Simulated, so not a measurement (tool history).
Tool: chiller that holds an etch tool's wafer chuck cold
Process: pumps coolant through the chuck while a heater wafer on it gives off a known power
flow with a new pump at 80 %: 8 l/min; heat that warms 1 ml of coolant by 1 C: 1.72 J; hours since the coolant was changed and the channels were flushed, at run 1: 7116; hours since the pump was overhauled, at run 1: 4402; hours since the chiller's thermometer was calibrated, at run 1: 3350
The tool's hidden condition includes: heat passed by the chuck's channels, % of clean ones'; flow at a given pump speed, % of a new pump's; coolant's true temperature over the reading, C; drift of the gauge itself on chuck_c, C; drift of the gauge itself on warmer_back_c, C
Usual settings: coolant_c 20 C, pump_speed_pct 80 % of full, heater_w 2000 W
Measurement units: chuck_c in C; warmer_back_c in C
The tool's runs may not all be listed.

run	day	coolant_c	pump_speed_pct	heater_w	hours since the coolant was changed and the channels were flushed	hours since the pump was overhauled	hours since the chiller's thermometer was calibrated	chuck_c	warmer_back_c
1	0	20	80	2000	7116	4402	3350	45	9.13
# day 3.467: coolant changed, channels flushed
2	4.642	20	80	2000	28	4508	3455	42.5	9.17
3	8.133	20	82	2000	112	4592	3539	42.2	8.88
4	12.154	20	82	2000	209	4688	3636	42.2	8.92
# day 13.462: chiller's thermometer calibrated
5	16.308	20	82	2000	307	4787	68	42	8.96
6	22.242	20	80	2000	450	4929	211	42.5	9.14
7	25.233	20	80	2000	521	5001	283	42.3	9.18
8	28.321	20	80	2000	596	5075	357	42.5	9.16
9	32.571	18	80	2000	698	5177	459	40.6	9.27
10	36.85	18	80	2000	800	5280	561	40.5	9.24
11	42.721	20	80	1807	941	5421	702	40.5	8.36
12	47.046	20	86	1807	1045	5524	806	39.6	7.81
13	50.55	20	86	1807	1129	5609	890	39.7	7.79
14	54.917	20	86	1807	1234	5713	995	39.7	7.79
15	58.888	20	86	1807	1329	5809	1090	39.7	7.86
16	62.25	20	64	2000	1410	5889	1171	46.8	11.5
17	64.671	10	67	2706	1468	5947	1229	45.2	15.06
18	67.625	13	72	2000	1539	6018	1300	37.6	10.4
19	70.654	13	72	2000	1612	6091	1373	37.9	10.31
20	73.45	13	80	1084	1679	6158	1440	25.7	5.02
21	77.658	13	80	1084	1780	6259	1541	25.7	5.01
22	83.379	20	67	2588	1917	6396	1678	54.2	14.39
23	85.871	20	74	2588	1977	6456	1738	51.7	13.02
24	89.629	11	84	1075	2067	6546	1828	23.2	4.8
25	94.546	11	77	1075	2185	6664	1946	24	5.29
26	98.792	11	77	1075	2287	6766	2048	24.1	5.2
27	103.546	14	94	1092	2401	6880	2162	25.6	4.32
28	109.183	15	71	1017	2536	7016	2297	28.2	5.38
29	111.725	20	82	2000	2597	7077	2358	43.4	9.17
30	116.325	11	82	1026	2708	7187	2469	23.1	4.61
31	120.229	13	60	2350	2801	7281	2562	47.2	14.73
32	124.558	19	87	2461	2905	7385	2666	46.7	10.64

Predict each of these 3 candidate next runs independently; none follows another, all start after run 32:
A	130.238	27	87	1418	3041	7521	2803	?	?
B	130.238	18	80	1368	3041	7521	2803	?	?
C	130.238	21	67	2000	3041	7521	2803	?	?

run	chuck_c	warmer_back_c
A	43	6.15
B	34.4	6.47
C	48.1	11.31
Without the tool's hidden state the same runs would have given:
run	chuck_c	warmer_back_c
A	41.3	5.68
B	32.6	5.98
C	45.2	10.46
